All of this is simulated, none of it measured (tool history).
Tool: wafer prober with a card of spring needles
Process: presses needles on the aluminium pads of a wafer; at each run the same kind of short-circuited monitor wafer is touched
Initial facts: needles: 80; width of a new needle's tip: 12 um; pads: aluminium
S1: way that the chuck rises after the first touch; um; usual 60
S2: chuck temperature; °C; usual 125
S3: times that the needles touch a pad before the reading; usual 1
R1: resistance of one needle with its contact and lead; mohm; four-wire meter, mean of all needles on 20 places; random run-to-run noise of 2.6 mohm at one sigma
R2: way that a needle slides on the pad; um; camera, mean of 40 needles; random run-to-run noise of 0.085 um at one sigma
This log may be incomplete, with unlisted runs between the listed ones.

run	hour	S1	S2	S3	R1	R2
1	0.0	60	125	1	343	8.43
# hour 1.1: tips cleaned on abrasive film
# hour 6.4: tips cleaned on abrasive film
# hour 10.7: tips cleaned on abrasive film
# hour 15.9: tips cleaned on abrasive film
# hour 21.2: tips cleaned on abrasive film
# hour 26.5: tips cleaned on abrasive film
# hour 30.8: tips cleaned on abrasive film
# hour 36.0: tips cleaned on abrasive film
# hour 41.3: tips cleaned on abrasive film
# hour 45.6: tips cleaned on abrasive film
# hour 50.8: tips cleaned on abrasive film
# hour 56.1: tips cleaned on abrasive film
# hour 60.4: tips cleaned on abrasive film
# hour 65.6: tips cleaned on abrasive film
2	67.1	60	125	3	313	8.37
# hour 70.4: tips cleaned on abrasive film
# hour 74.6: tips cleaned on abrasive film
# hour 79.9: tips cleaned on abrasive film
# hour 84.1: tips cleaned on abrasive film
# hour 89.4: tips cleaned on abrasive film
# hour 94.7: tips cleaned on abrasive film
# hour 98.9: tips cleaned on abrasive film
# hour 104.2: tips cleaned on abrasive film
# hour 109.5: tips cleaned on abrasive film
# hour 113.7: tips cleaned on abrasive film
# hour 119.0: tips cleaned on abrasive film
# hour 124.3: tips cleaned on abrasive film
# hour 128.6: tips cleaned on abrasive film
3	128.9	60	125	3	311	8.29
# hour 131.3: height of the first contact set anew
# hour 133.4: tips cleaned on abrasive film
# hour 138.7: tips cleaned on abrasive film
# hour 144.0: tips cleaned on abrasive film
# hour 149.3: tips cleaned on abrasive film
# hour 153.5: tips cleaned on abrasive film
# hour 158.8: tips cleaned on abrasive film
# hour 163.1: tips cleaned on abrasive film
4	163.4	60	125	1	312	8.77
# hour 167.6: tips cleaned on abrasive film
# hour 172.9: tips cleaned on abrasive film
# hour 178.2: tips cleaned on abrasive film
# hour 183.4: tips cleaned on abrasive film
# hour 188.7: tips cleaned on abrasive film
# hour 194.0: tips cleaned on abrasive film
# hour 199.3: tips cleaned on abrasive film
# hour 203.5: tips cleaned on abrasive film
# hour 208.8: tips cleaned on abrasive film
# hour 213.1: tips cleaned on abrasive film
# hour 214.2: tips cleaned on abrasive film, once more
# hour 218.4: tips cleaned on abrasive film
# hour 222.7: tips cleaned on abrasive film
5	225.6	60	125	1	342	8.83
# hour 227.8: tips cleaned on abrasive film
# hour 233.1: tips cleaned on abrasive film
# hour 238.4: tips cleaned on abrasive film
# hour 243.6: tips cleaned on abrasive film
# hour 247.9: tips cleaned on abrasive film
# hour 253.2: tips cleaned on abrasive film
6	254.7	60	125	1	325	8.50
# hour 257.9: tips cleaned on abrasive film
# hour 262.2: tips cleaned on abrasive film
# hour 267.5: tips cleaned on abrasive film
# hour 271.7: tips cleaned on abrasive film
# hour 277.0: tips cleaned on abrasive film
# hour 282.3: tips cleaned on abrasive film
# hour 287.6: tips cleaned on abrasive film
# hour 292.8: tips cleaned on abrasive film
7	294.2	60	125	1	334	8.54
# hour 297.4: tips cleaned on abrasive film
# hour 302.7: tips cleaned on abrasive film
# hour 307.9: tips cleaned on abrasive film
# hour 313.2: tips cleaned on abrasive film
# hour 318.5: tips cleaned on abrasive film
# hour 323.8: tips cleaned on abrasive film
# hour 329.1: tips cleaned on abrasive film
# hour 333.3: tips cleaned on abrasive film
# hour 338.6: tips cleaned on abrasive film
# hour 342.8: tips cleaned on abrasive film
8	343.0	60	125	1	314	8.42
# hour 347.2: tips cleaned on abrasive film
# hour 351.4: tips cleaned on abrasive film
# hour 356.7: tips cleaned on abrasive film
# hour 361.0: tips cleaned on abrasive film
# hour 366.3: tips cleaned on abrasive film
# hour 371.5: tips cleaned on abrasive film
9	375.2	75	125	1	332	10.42
# hour 376.4: tips cleaned on abrasive film
# hour 380.6: tips cleaned on abrasive film
# hour 384.9: tips cleaned on abrasive film
# hour 390.1: tips cleaned on abrasive film
# hour 395.4: tips cleaned on abrasive film
# hour 400.7: tips cleaned on abrasive film
# hour 406.0: tips cleaned on abrasive film
# hour 411.3: tips cleaned on abrasive film
# hour 415.5: tips cleaned on abrasive film
# hour 417.9: height of the first contact set anew
# hour 420.1: tips cleaned on abrasive film
# hour 425.3: tips cleaned on abrasive film
# hour 430.6: tips cleaned on abrasive film
# hour 435.9: tips cleaned on abrasive film
# hour 441.2: tips cleaned on abrasive film
10	441.9	75	125	1	306	11.09
# hour 446.1: tips cleaned on abrasive film
# hour 451.4: tips cleaned on abrasive film
# hour 456.7: tips cleaned on abrasive film
# hour 460.9: tips cleaned on abrasive film
# hour 465.2: tips cleaned on abrasive film
# hour 470.4: tips cleaned on abrasive film
# hour 475.7: tips cleaned on abrasive film
# hour 480.0: tips cleaned on abrasive film
# hour 485.2: tips cleaned on abrasive film
11	485.7	42	31	3	294	6.18
# hour 489.9: tips cleaned on abrasive film
# hour 494.2: tips cleaned on abrasive film
# hour 498.4: tips cleaned on abrasive film
# hour 503.7: tips cleaned on abrasive film
# hour 509.0: tips cleaned on abrasive film
# hour 514.3: tips cleaned on abrasive film
# hour 519.5: tips cleaned on abrasive film
# hour 524.8: tips cleaned on abrasive film
# hour 530.1: tips cleaned on abrasive film
# hour 535.4: tips cleaned on abrasive film
# hour 540.7: tips cleaned on abrasive film
12	541.5	42	31	3	307	5.93
# hour 545.7: tips cleaned on abrasive film
# hour 551.0: tips cleaned on abrasive film
# hour 556.3: tips cleaned on abrasive film
# hour 561.6: tips cleaned on abrasive film
# hour 565.8: tips cleaned on abrasive film
# hour 570.1: tips cleaned on abrasive film
# hour 575.3: tips cleaned on abrasive film
# hour 580.6: tips cleaned on abrasive film
# hour 585.9: tips cleaned on abrasive film
# hour 591.2: tips cleaned on abrasive film
# hour 595.8: tips cleaned on abrasive film
13	595.8	42	31	3	295	5.86

Here are 5 independent what-if runs from the current tool condition. What would each one return?
# hour 600.1: tips cleaned on abrasive film
# hour 604.3: tips cleaned on abrasive film
# hour 608.5: tips cleaned on abrasive film
# hour 613.8: tips cleaned on abrasive film
# hour 619.1: tips cleaned on abrasive film
# hour 623.4: tips cleaned on abrasive film
# hour 628.6: tips cleaned on abrasive film
# hour 633.9: tips cleaned on abrasive film
A	635.4	42	63	2	?	?
# hour 600.1: tips cleaned on abrasive film
# hour 604.3: tips cleaned on abrasive film
# hour 608.5: tips cleaned on abrasive film
# hour 613.8: tips cleaned on abrasive film
# hour 619.1: tips cleaned on abrasive film
# hour 623.4: tips cleaned on abrasive film
# hour 628.6: tips cleaned on abrasive film
# hour 633.9: tips cleaned on abrasive film
B	635.4	68	53	2	?	?
# hour 600.1: tips cleaned on abrasive film
# hour 604.3: tips cleaned on abrasive film
# hour 608.5: tips cleaned on abrasive film
# hour 613.8: tips cleaned on abrasive film
# hour 619.1: tips cleaned on abrasive film
# hour 623.4: tips cleaned on abrasive film
# hour 628.6: tips cleaned on abrasive film
# hour 633.9: tips cleaned on abrasive film
C	635.4	42	26	2	?	?
# hour 600.1: tips cleaned on abrasive film
# hour 604.3: tips cleaned on abrasive film
# hour 608.5: tips cleaned on abrasive film
# hour 613.8: tips cleaned on abrasive film
# hour 619.1: tips cleaned on abrasive film
# hour 623.4: tips cleaned on abrasive film
# hour 628.6: tips cleaned on abrasive film
# hour 633.9: tips cleaned on abrasive film
D	635.4	44	31	1	?	?
# hour 600.1: tips cleaned on abrasive film
# hour 604.3: tips cleaned on abrasive film
# hour 608.5: tips cleaned on abrasive film
# hour 613.8: tips cleaned on abrasive film
# hour 619.1: tips cleaned on abrasive film
# hour 623.4: tips cleaned on abrasive film
# hour 628.6: tips cleaned on abrasive film
# hour 633.9: tips cleaned on abrasive film
E	635.4	69	65	1	?	?

run	R1	R2
A	339	5.87
B	295	9.87
C	328	5.88
D	347	6.13
E	302	9.81
With no hidden state in the tool, these same runs would have given:
run	R1	R2
A	285	6.31
B	271	10.31
C	273	6.33
D	273	6.57
E	270	10.25

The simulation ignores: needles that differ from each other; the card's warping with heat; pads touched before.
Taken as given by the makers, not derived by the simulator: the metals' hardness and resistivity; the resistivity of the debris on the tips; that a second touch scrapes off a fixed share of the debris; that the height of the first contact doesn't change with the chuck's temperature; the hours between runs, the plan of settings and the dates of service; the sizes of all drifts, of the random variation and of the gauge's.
